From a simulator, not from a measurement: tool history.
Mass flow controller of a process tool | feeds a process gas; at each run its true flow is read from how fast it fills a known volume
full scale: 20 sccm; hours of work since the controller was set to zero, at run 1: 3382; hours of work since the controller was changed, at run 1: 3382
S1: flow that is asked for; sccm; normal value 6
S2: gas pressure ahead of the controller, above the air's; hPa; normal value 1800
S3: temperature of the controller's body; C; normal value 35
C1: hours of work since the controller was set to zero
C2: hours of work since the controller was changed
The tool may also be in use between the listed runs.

Run 1, hour 0: usual settings; C1 3382; C2 3382. Result: true flow (%) 94.74.
Run 2, hour 351.3: usual settings; C1 3489; C2 3489. Result: true flow (%) 94.73.
Run 3, hour 690.9: usual settings; C1 3592; C2 3592. Result: true flow (%) 94.63.
Run 4, hour 909.8: usual settings; C1 3659; C2 3659. Result: true flow (%) 94.5.
Run 5, hour 1203.3: usual settings; C1 3748; C2 3748. Result: true flow (%) 94.5.
Run 6, hour 1495.7: usual settings; C1 3837; C2 3837. Result: true flow (%) 94.53.
Run 7, hour 1708.7: usual settings but S2 1790 hPa; C1 3901; C2 3901. Result: true flow (%) 94.35.
Run 8, hour 1854.6: usual settings but S2 1790 hPa; C1 3946; C2 3946. Result: true flow (%) 94.28.
Run 9, hour 2161.5: usual settings but S2 1790 hPa; C1 4039; C2 4039. Result: true flow (%) 94.17.
Run 10, hour 2310.9: usual settings but S2 1790 hPa; C1 4084; C2 4084. Result: true flow (%) 94.16.
Run 11, hour 2497.5: usual settings but S2 1790 hPa; C1 4141; C2 4141. Result: true flow (%) 94.19.
Run 12, hour 2721.3: usual settings but S2 1790 hPa; C1 4209; C2 4209. Result: true flow (%) 94.14.
Run 13, hour 3061.7: usual settings but S2 1790 hPa; C1 4312; C2 4312. Result: true flow (%) 93.98.
Run 14, hour 3279.4: usual settings but S3 22 C; C1 4378; C2 4378. Result: true flow (%) 94.29.
Run 15, hour 3549.5: usual settings but S3 22 C; C1 4460; C2 4460. Result: true flow (%) 94.33.
Run 16, hour 3763: usual settings but S3 22 C; C1 4525; C2 4525. Result: true flow (%) 94.4.
Run 17, hour 4109.9: usual settings but S3 26 C; C1 4630; C2 4630. Result: true flow (%) 93.89.
Run 18, hour 4423.1: usual settings but S3 36 C; C1 4725; C2 4725. Result: true flow (%) 93.56.
Run 19, hour 4573: usual settings but S3 39 C; C1 4771; C2 4771. Result: true flow (%) 93.33.
Run 20, hour 4804.8: usual settings; C1 4841; C2 4841. Result: true flow (%) 93.56.
Run 21, hour 5031.4: usual settings; C1 4910; C2 4910. Result: true flow (%) 93.41.
Run 22, hour 5235.7: usual settings but S3 38 C; C1 4972; C2 4972. Result: true flow (%) 93.38.
Run 23, hour 5401.7: usual settings but S2 1620 hPa; C1 5023; C2 5023. Result: true flow (%) 93.19.
Run 24, hour 5724.2: usual settings but S1 2 sccm, S2 1620 hPa; C1 5121; C2 5121. Result: true flow (%) 84.95.
Run 25, hour 5902.2: usual settings but S1 4 sccm, S2 1460 hPa, S3 20 C; C1 5175; C2 5175. Result: true flow (%) 91.37.
Run 26, hour 6113.2: usual settings but S1 4 sccm, S2 1460 hPa, S3 20 C; C1 5239; C2 5239. Result: true flow (%) 91.22.
Run 27, hour 6335.5: usual settings but S1 9 sccm, S2 1780 hPa, S3 20 C; C1 5306; C2 5306. Result: true flow (%) 95.
Run 28, hour 6478.2: usual settings but S1 9 sccm, S2 1780 hPa, S3 20 C; C1 5349; C2 5349. Result: true flow (%) 95.1.
Run 29, hour 6785.9: usual settings but S1 9 sccm, S2 1720 hPa, S3 26 C; C1 5443; C2 5443. Result: true flow (%) 94.88.
Run 30, hour 7076.4: usual settings but S1 9 sccm, S2 1720 hPa, S3 26 C; C1 5531; C2 5531. Result: true flow (%) 94.88.
Run 31, hour 7294.2: usual settings but S1 9 sccm, S2 1720 hPa, S3 26 C; C1 5597; C2 5597. Result: true flow (%) 94.7.
Run 32, hour 7630: usual settings but S2 2630 hPa, S3 26 C; C1 5699; C2 5699. Result: true flow (%) 93.36.
Run 33, hour 7903.4: usual settings but S1 12 sccm, S2 1410 hPa, S3 33 C; C1 5782; C2 5782. Result: true flow (%) 95.28.
Run 34, hour 8111.2: usual settings but S1 12 sccm, S2 1410 hPa, S3 33 C; C1 5845; C2 5845. Result: true flow (%) 95.28.
Run 35, hour 8293.5: usual settings but S1 12 sccm, S2 1410 hPa; C1 5901; C2 5901. Result: true flow (%) 95.31.
Run 36, hour 8536: usual settings but S1 12 sccm, S2 1410 hPa, S3 32 C; C1 5974; C2 5974. Result: true flow (%) 95.32.
Run 37, hour 8783.6: usual settings but S1 4 sccm, S2 1820 hPa; C1 6050; C2 6050. Result: true flow (%) 89.86.
Run 38, hour 9106.6: usual settings but S2 2130 hPa; C1 6148; C2 6148. Result: true flow (%) 92.26.
Run 39, hour 9407.3: usual settings but S2 2130 hPa; C1 6239; C2 6239. Result: true flow (%) 92.39.
Run 40, hour 9645.5: usual settings but S1 10 sccm, S2 1900 hPa; C1 6311; C2 6311. Result: true flow (%) 94.43.
Run 41, hour 9868.6: usual settings but S1 7 sccm, S2 2650 hPa, S3 33 C; C1 6379; C2 6379. Result: true flow (%) 93.27.
Run 42, hour 10016.9: usual settings but S2 2210 hPa, S3 30 C; C1 6424; C2 6424. Result: true flow (%) 92.22.
Run 43, hour 10354.6: usual settings but S2 1480 hPa; C1 6527; C2 6527. Result: true flow (%) 91.8.
Run 44, hour 10550.6: usual settings but S2 2360 hPa; C1 6586; C2 6586. Result: true flow (%) 92.11.
Run 45, hour 10863.4: usual settings but S1 3 sccm, S2 1580 hPa, S3 25 C; C1 6681; C2 6681. Result: true flow (%) 86.92.
Run 46, hour 11096.8: usual settings but S1 3 sccm, S2 1580 hPa, S3 25 C; C1 6752; C2 6752. Result: true flow (%) 86.69.
At hour 11290.2: controller's zero set anew.
Run 47, hour 11306.7: usual settings but S1 3 sccm, S2 1880 hPa, S3 32 C; C1 5; C2 6815. Result: true flow (%) 96.4.

Some steps in true flow (%), run to run, broken into two amounts with sign: the step expected even without the hidden condition (settings, incoming material, random variation), and the rest, left for the hidden condition together with whatever gauge scatter is not in both the measured and the hidden-condition-free result:
What the log doesn't record here: flow at rest that the sensor doesn't see, % of full scale; true flow over the shown one, %; drift of the gauge itself on true_pct, %.
Run 23 -> 24: S1 6 -> 2. true flow (%) -8.24: hidden state -7.83, all else -0.41.
Run 24 -> 25: S1 2 -> 4, S2 1620 -> 1460, S3 35 -> 20. true flow (%) +6.42: hidden state +5.74, all else +0.68.
Run 46 -> 47: S2 1580 -> 1880, S3 25 -> 32, controller's zero set anew. true flow (%) +9.71: hidden state +9.85, all else -0.14.

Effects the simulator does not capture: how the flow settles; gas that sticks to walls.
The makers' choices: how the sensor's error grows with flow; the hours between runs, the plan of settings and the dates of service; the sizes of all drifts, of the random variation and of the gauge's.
